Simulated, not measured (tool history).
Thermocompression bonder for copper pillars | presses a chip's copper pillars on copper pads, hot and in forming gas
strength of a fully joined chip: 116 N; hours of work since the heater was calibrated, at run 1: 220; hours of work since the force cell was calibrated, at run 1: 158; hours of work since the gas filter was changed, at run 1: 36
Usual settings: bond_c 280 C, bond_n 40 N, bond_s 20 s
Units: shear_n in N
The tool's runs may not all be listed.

run   hour  bond_c  bond_n  bond_s  hours of work since the heater was calibrated  hours of work since the force cell was calibrated  hours of work since the gas filter was changed  shear_n
  1    0.0     280      40      20                                            220                                                158                                              36     79.2
  2   31.7     280      40      20                                            240                                                178                                              56     78.1
  3   49.1     280      40      20                                            251                                                189                                              67     77.7
  4   76.8     280      40      20                                            268                                                207                                              84     78.0
  5  102.5     280      40      20                                            284                                                223                                             101     78.8
  6  119.1     280      40      20                                            295                                                233                                             111     80.0
  7  144.5     280      40      20                                            311                                                249                                             127     80.6
  8  178.9     280      30      20                                            332                                                271                                             149     64.6
  9  215.5     280      30      20                                            356                                                294                                             172     64.8
 10  234.6     280      30      20                                            368                                                306                                             184     65.0
 11  249.7     295      40      20                                            377                                                315                                             193     90.3
 12  272.8     295      40      20                                            392                                                330                                             208     90.7
     280.8  -- forming gas filter changed
 13  289.2     295      40      20                                            402                                                340                                               5     92.8
 14  310.4     295      40      20                                            415                                                353                                              19     92.7
 15  327.6     280      41      20                                            426                                                364                                              29     84.7
 16  345.8     280      41      20                                            437                                                375                                              41     83.1
 17  371.2     280      41      20                                            453                                                391                                              57     83.1
 18  393.8     280      40      20                                            467                                                406                                              71     81.7
 19  413.5     280      40      44                                            480                                                418                                              83     96.6
 20  431.4     280      40      44                                            491                                                429                                              95     96.7
 21  449.7     280      40      44                                            503                                                441                                             106     96.0
 22  477.1     280      40      44                                            520                                                458                                             124     94.4
 23  496.1     280      40      44                                            532                                                470                                             135     97.4
 24  519.5     280      40      44                                            546                                                485                                             150     94.8
 25  535.8     267      40      19                                            557                                                495                                             160     69.0
 26  552.9     267      40      19                                            567                                                506                                             171     69.3
 27  581.3     267      40      19                                            585                                                524                                             189     69.5
 28  596.9     293      58      55                                            595                                                533                                             199    111.0
     620.3  -- forming gas filter changed
 29  630.5     293      58      55                                            616                                                554                                               6    114.8
 30  666.1     304      40      18                                            638                                                577                                              29    100.5
 31  682.5     258      29      20                                            649                                                587                                              39     51.3
 32  715.5     278      40      20                                            669                                                608                                              60     82.5
 33  741.3     278      36      20                                            686                                                624                                              76     78.7
     745.9  -- heater calibrated with a thermocouple chip
 34  777.9     298      40      20                                             20                                                646                                              98     93.5
 35  814.6     280      38      20                                             43                                                669                                             121     75.6
 36  840.2     302      26      20                                             59                                                685                                             137     76.6
 37  865.8     302      27      20                                             75                                                701                                             153     79.3
 38  900.3     302      60      35                                             97                                                723                                             175    109.7
 39  934.9     255      58      35                                            119                                                744                                             197     84.7
     945.7  -- force cell calibrated
     962.6  -- forming gas filter changed
 40  970.1     292      28      29                                            140                                                 15                                               5     79.0

Forecast each of these 4 alternatives for the next run:
  A  999.0     282      29      12                                            158                                                 33                                              23        ?
  B  999.0     258      51      16                                            158                                                 33                                              23        ?
  C  999.0     280      43      20                                            158                                                 33                                              23        ?
  D  999.0     286      52      28                                            158                                                 33                                              23        ?

run  shear_n
  A     53.5
  B     65.6
  C     83.4
  D    100.2
Without the tool's hidden state the same runs would have given:
run  shear_n
  A     52.1
  B     64.0
  C     82.0
  D     99.5

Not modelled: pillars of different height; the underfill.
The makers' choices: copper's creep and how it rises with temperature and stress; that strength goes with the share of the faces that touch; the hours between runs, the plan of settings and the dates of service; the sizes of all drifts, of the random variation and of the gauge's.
